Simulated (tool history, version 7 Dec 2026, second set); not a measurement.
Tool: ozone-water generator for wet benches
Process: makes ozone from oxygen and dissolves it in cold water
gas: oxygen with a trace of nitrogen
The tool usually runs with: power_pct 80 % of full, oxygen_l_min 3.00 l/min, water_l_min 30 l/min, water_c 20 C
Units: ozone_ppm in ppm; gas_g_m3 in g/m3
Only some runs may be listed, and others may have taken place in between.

run    hour  power_pct  oxygen_l_min  water_l_min  water_c  ozone_ppm  gas_g_m3
  1     0.0         80          3.00           30       20        7.2     134.9
  2   112.9         80          3.00           30       20        7.2     135.5
  3   311.2         80          3.00           30       16        7.3     135.2
  4   398.4         80          3.00           30       16        7.1     134.2
  5   539.6         80          3.00           30       16        7.3     133.0
  6   729.6         80          3.00           30       16        7.3     133.4
  7   842.7         80          3.00           30       16        7.3     132.6
  8   985.9         80          3.00           30       22        6.8     133.1
     1018.9  -- contactor cleaned
  9  1177.5         80          3.00           30       22        7.4     131.3
 10  1347.0         80          3.00           30       22        7.3     132.4
 11  1525.5         77          3.00           30       20        7.3     126.1
 12  1673.9         77          3.00           30       20        7.1     128.3
 13  1791.5         77          3.00           30       20        7.1     126.4
 14  1939.1         80          3.00           30       20        7.4     130.4
 15  2026.8         80          3.00           30       20        7.3     129.7
 16  2184.8         80          3.00           30       20        7.3     128.9
     2321.0  -- water thermometer calibrated
 17  2389.2         80          3.00           30       20        7.2     129.2
 18  2482.2         94          3.00           30       20        8.2     143.0
 19  2635.1         51          1.82           28       20        5.0     119.0
 20  2819.4         80          3.00           30       15        7.4     127.3
 21  2957.4         80          3.00           30       15        7.6     126.0
 22  3094.6         40          3.00           40       20        3.2      78.7
 23  3249.4         40          3.00           40       20        3.2      78.3
 24  3338.6         40          3.00           40       20        3.2      80.0
 25  3483.2         40          3.00           40       20        3.1      78.9
 26  3576.1         40          2.88           39       21        3.2      80.5
 27  3679.0         62          2.63           39       21        4.4     110.2
 28  3822.2         92          3.00           30       14        7.9     135.9
 29  3989.9         69          3.63           30       14        7.1     102.1
 30  4141.2         63          3.63           40       25        4.4      97.0
 31  4273.5         44          3.00           35       20        3.8      82.0
 32  4477.6         63          3.00           27       19        6.5     104.9
 33  4602.8         99          3.00           27       13        9.1     139.5

Below are 4 alternative next runs, each starting from the tool's condition after run 33. Predict each:
  A  4687.7         60          3.00           38       13          ?         ?
  B  4687.7         80          3.00           30       16          ?         ?
  C  4687.7         82          3.00           27       13          ?         ?
  D  4687.7         80          1.61           44       23          ?         ?

run  ozone_ppm  gas_g_m3
  A        4.5      99.7
  B        6.9     122.2
  C        8.2     124.0
  D        3.5     162.5
What these runs would have given with no unlogged condition in the tool:
run  ozone_ppm  gas_g_m3
  A        5.8     124.6
  B        9.3     161.1
  C       11.1     164.1
  D        4.7     214.3

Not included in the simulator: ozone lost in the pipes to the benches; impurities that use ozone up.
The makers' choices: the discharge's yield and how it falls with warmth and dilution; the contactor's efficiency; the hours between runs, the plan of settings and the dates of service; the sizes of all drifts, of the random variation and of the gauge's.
